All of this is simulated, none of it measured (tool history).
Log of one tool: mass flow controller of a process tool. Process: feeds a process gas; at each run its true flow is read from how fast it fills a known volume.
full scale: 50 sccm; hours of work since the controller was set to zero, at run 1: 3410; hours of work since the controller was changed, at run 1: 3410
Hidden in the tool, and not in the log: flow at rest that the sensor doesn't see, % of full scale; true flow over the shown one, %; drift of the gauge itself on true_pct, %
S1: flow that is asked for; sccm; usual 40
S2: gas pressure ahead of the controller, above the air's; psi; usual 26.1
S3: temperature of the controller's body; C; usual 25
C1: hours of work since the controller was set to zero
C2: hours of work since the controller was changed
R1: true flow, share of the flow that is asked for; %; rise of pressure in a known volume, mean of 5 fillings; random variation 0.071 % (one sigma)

run      day  S1    S2  S3    C1    C2      R1
  1        0  40  26.1  25  3410  3410  100.42
  2    6.446  40  26.1  25  3457  3457  100.58
  3     19.5  40  26.1  25  3554  3554  100.48
  4   28.054  40  26.1  26  3617  3617  100.54
  5   41.375  48  26.1  25  3715  3715     101
  6   47.829  40  26.1  26  3763  3763  100.53
  7   61.338  40  26.1  25  3863  3863  100.65
  8   75.417  40  26.1  25  3967  3967   100.7
  9   84.621  40  26.1  25  4035  4035  100.64
 10   91.312  40  26.1  25  4084  4084  100.72
 11    99.75  40  30.2  25  4146  4146  100.61
 12  113.004   6  30.2  25  4244  4244  101.84
 13   119.95  40  26.1  25  4295  4295  100.66
 14  131.233  40  26.1  25  4379  4379  100.79
 15  142.858  40  26.1  25  4464  4464     101
 16  150.071  40  24.9  20  4518  4518  101.38
 17  163.729   7  34.2  22  4618  4618  101.94
 18  173.933   7  34.2  22  4694  4694  101.93
 19  184.608  28  27.3  22  4773  4773  100.83
 20  198.954  28  27.3  22  4878  4878  100.75
 21  206.621  28  27.3  22  4935  4935  100.69
 22  213.104  16  26.8  22  4983  4983  100.79
 23  225.221  47  20.7  30  5072  5072  100.95
 24  235.154  42    28  21  5146  5146  101.45
 25  245.354  40  26.1  35  5221  5221  100.33
 26  253.296  40  26.1  35  5280  5280  100.14
 27  265.612  23    30  35  5371  5371   99.71
 28  273.242  23  28.9  21  5427  5427  100.84
 29  285.458  29  39.5  25  5517  5517  100.47

Forecast each of these 5 alternatives for the next run:
  A  296.829  14  39.5  25  5601  5601   ?
  B  296.829  22  26.1  25  5601  5601   ?
  C  296.829  40  22.3  21  5601  5601   ?
  D  296.829  25  39.5  28  5601  5601   ?
  E  296.829  44  32.5  34  5601  5601   ?

run      R1
  A   100.8
  B  100.54
  C  101.55
  D  100.17
  E  100.63
Without the tool's hidden state the same runs would have given:
run     R1
  A  97.79
  B  98.27
  C  99.86
  D  98.06
  E  99.01
